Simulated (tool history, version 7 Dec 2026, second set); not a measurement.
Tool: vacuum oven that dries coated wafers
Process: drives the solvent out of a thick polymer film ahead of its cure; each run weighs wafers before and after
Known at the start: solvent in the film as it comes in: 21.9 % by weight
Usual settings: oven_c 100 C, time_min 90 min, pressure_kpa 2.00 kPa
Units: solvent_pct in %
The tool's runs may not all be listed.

| run | hour | oven_c | time_min | pressure_kpa | solvent_pct |
|---|---|---|---|---|---|
| 1 | 0.0 | 100 | 90 | 2.00 | 4.75 |
| 2 | 16.8 | 100 | 140 | 2.00 | 2.66 |
| 3 | 26.3 | 100 | 90 | 2.00 | 4.82 |
| 4 | 38.6 | 100 | 90 | 2.00 | 4.79 |
| 5 | 52.3 | 100 | 63 | 2.00 | 6.93 |
| 6 | 64.8 | 100 | 63 | 2.00 | 6.91 |
| 7 | 81.3 | 100 | 63 | 2.00 | 6.95 |
| 8 | 91.4 | 100 | 90 | 5.45 | 6.15 |
| 9 | 98.7 | 100 | 49 | 2.00 | 8.45 |
| 10 | 115.6 | 100 | 49 | 2.00 | 8.49 |
| 11 | 128.9 | 103 | 72 | 4.04 | 5.72 |
| 12 | 146.0 | 103 | 72 | 4.04 | 5.67 |
| 13 | 153.9 | 104 | 80 | 2.00 | 4.05 |
| 14 | 169.3 | 100 | 151 | 1.08 | 1.94 |
| 15 | 176.8 | 100 | 151 | 1.08 | 1.97 |
| 16 | 185.4 | 108 | 75 | 1.06 | 2.77 |
| 17 | 201.2 | 108 | 75 | 1.06 | 2.79 |

Forecast each of these 5 alternatives for the next run:
| A | 209.9 | 100 | 139 | 2.00 | ? |
| B | 209.9 | 108 | 85 | 4.52 | ? |
| C | 209.9 | 108 | 124 | 1.06 | ? |
| D | 209.9 | 111 | 81 | 1.91 | ? |
| E | 209.9 | 88 | 75 | 1.06 | ? |

| run | solvent_pct |
|---|---|
| A | 2.73 |
| B | 3.41 |
| C | 1.06 |
| D | 2.01 |
| E | 10.17 |
Without the tool's hidden state the same runs would have given:
| run | solvent_pct |
|---|---|
| A | 2.93 |
| B | 3.63 |
| C | 1.15 |
| D | 2.18 |
| E | 10.48 |
